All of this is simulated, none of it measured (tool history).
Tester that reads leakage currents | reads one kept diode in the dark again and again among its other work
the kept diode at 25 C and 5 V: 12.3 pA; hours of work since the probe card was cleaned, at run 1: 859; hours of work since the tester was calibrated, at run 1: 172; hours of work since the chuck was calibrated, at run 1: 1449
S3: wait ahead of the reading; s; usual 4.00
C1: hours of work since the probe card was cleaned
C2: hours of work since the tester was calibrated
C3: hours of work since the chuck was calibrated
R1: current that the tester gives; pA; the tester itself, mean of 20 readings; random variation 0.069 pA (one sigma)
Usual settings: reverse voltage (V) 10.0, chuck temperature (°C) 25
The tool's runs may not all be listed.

run 1 day=0.000 | reverse_voltage_(V)=10.0 chuck_temperature_(°C)=25 S3=4.00 | C1=859 C2=172 C3=1449 | R1=17.80
run 2 day=7.029 | reverse_voltage_(V)=10.0 chuck_temperature_(°C)=25 S3=4.00 | C1=979 C2=292 C3=1569 | R1=18.14
-- day=10.688 chuck's temperature calibrated
run 3 day=10.688 | reverse_voltage_(V)=10.0 chuck_temperature_(°C)=25 S3=0.44 | C1=1040 C2=353 C3=0 | R1=24.40
-- day=17.033 probe card cleaned and baked
run 4 day=18.333 | reverse_voltage_(V)=10.0 chuck_temperature_(°C)=25 S3=0.44 | C1=22 C2=482 C3=128 | R1=27.07
run 5 day=24.779 | reverse_voltage_(V)=10.0 chuck_temperature_(°C)=25 S3=0.44 | C1=132 C2=592 C3=238 | R1=27.43
run 6 day=30.767 | reverse_voltage_(V)=10.0 chuck_temperature_(°C)=25 S3=0.44 | C1=234 C2=694 C3=341 | R1=27.68
run 7 day=37.700 | reverse_voltage_(V)=10.0 chuck_temperature_(°C)=29 S3=4.00 | C1=353 C2=812 C3=459 | R1=29.10
-- day=38.321 probe card cleaned and baked, once more
run 8 day=44.529 | reverse_voltage_(V)=4.2 chuck_temperature_(°C)=25 S3=4.00 | C1=106 C2=927 C3=573 | R1=11.91
run 9 day=49.300 | reverse_voltage_(V)=10.0 chuck_temperature_(°C)=25 S3=4.00 | C1=187 C2=1008 C3=655 | R1=16.10
run 10 day=53.733 | reverse_voltage_(V)=10.0 chuck_temperature_(°C)=25 S3=4.00 | C1=263 C2=1084 C3=731 | R1=16.38
run 11 day=61.621 | reverse_voltage_(V)=10.0 chuck_temperature_(°C)=25 S3=4.00 | C1=398 C2=1219 C3=865 | R1=16.79
run 12 day=65.254 | reverse_voltage_(V)=10.0 chuck_temperature_(°C)=25 S3=4.00 | C1=460 C2=1281 C3=927 | R1=16.86
run 13 day=69.129 | reverse_voltage_(V)=10.0 chuck_temperature_(°C)=25 S3=4.00 | C1=526 C2=1347 C3=993 | R1=16.91
run 14 day=75.292 | reverse_voltage_(V)=10.0 chuck_temperature_(°C)=25 S3=4.00 | C1=631 C2=1452 C3=1099 | R1=17.34
run 15 day=82.100 | reverse_voltage_(V)=10.0 chuck_temperature_(°C)=25 S3=4.00 | C1=747 C2=1568 C3=1215 | R1=17.66
run 16 day=87.658 | reverse_voltage_(V)=10.0 chuck_temperature_(°C)=22 S3=1.35 | C1=842 C2=1663 C3=1310 | R1=15.90
run 17 day=93.158 | reverse_voltage_(V)=10.0 chuck_temperature_(°C)=22 S3=1.35 | C1=936 C2=1757 C3=1404 | R1=16.17
run 18 day=96.846 | reverse_voltage_(V)=10.0 chuck_temperature_(°C)=22 S3=1.35 | C1=999 C2=1820 C3=1467 | R1=16.14
run 19 day=102.804 | reverse_voltage_(V)=10.0 chuck_temperature_(°C)=22 S3=1.35 | C1=1101 C2=1922 C3=1568 | R1=16.44
-- day=105.454 probe card cleaned and baked
-- day=106.579 chuck's temperature calibrated
run 20 day=109.208 | reverse_voltage_(V)=10.0 chuck_temperature_(°C)=35 S3=1.82 | C1=63 C2=2027 C3=45 | R1=34.50
run 21 day=116.754 | reverse_voltage_(V)=3.2 chuck_temperature_(°C)=24 S3=4.00 | C1=191 C2=2156 C3=174 | R1=10.36
run 22 day=123.979 | reverse_voltage_(V)=3.2 chuck_temperature_(°C)=24 S3=8.69 | C1=315 C2=2279 C3=297 | R1=10.30

Forecast each of these 5 alternatives for the next run:
run A day=129.038 | reverse_voltage_(V)=3.2 chuck_temperature_(°C)=32 S3=0.81 | C1=401 C2=2366 C3=383 | R1=?
run B day=129.038 | reverse_voltage_(V)=6.0 chuck_temperature_(°C)=24 S3=8.69 | C1=401 C2=2366 C3=383 | R1=?
run C day=129.038 | reverse_voltage_(V)=2.3 chuck_temperature_(°C)=34 S3=2.44 | C1=401 C2=2366 C3=383 | R1=?
run D day=129.038 | reverse_voltage_(V)=10.0 chuck_temperature_(°C)=28 S3=0.79 | C1=401 C2=2366 C3=383 | R1=?
run E day=129.038 | reverse_voltage_(V)=3.0 chuck_temperature_(°C)=52 S3=0.76 | C1=401 C2=2366 C3=383 | R1=?

run=A R1=19.56
run=B R1=12.85
run=C R1=19.76
run=D R1=23.16
run=E R1=75.31
Without the tool's hidden state the same runs would have given:
run=A R1=19.39
run=B R1=12.22
run=C R1=19.73
run=D R1=22.07
run=E R1=75.83

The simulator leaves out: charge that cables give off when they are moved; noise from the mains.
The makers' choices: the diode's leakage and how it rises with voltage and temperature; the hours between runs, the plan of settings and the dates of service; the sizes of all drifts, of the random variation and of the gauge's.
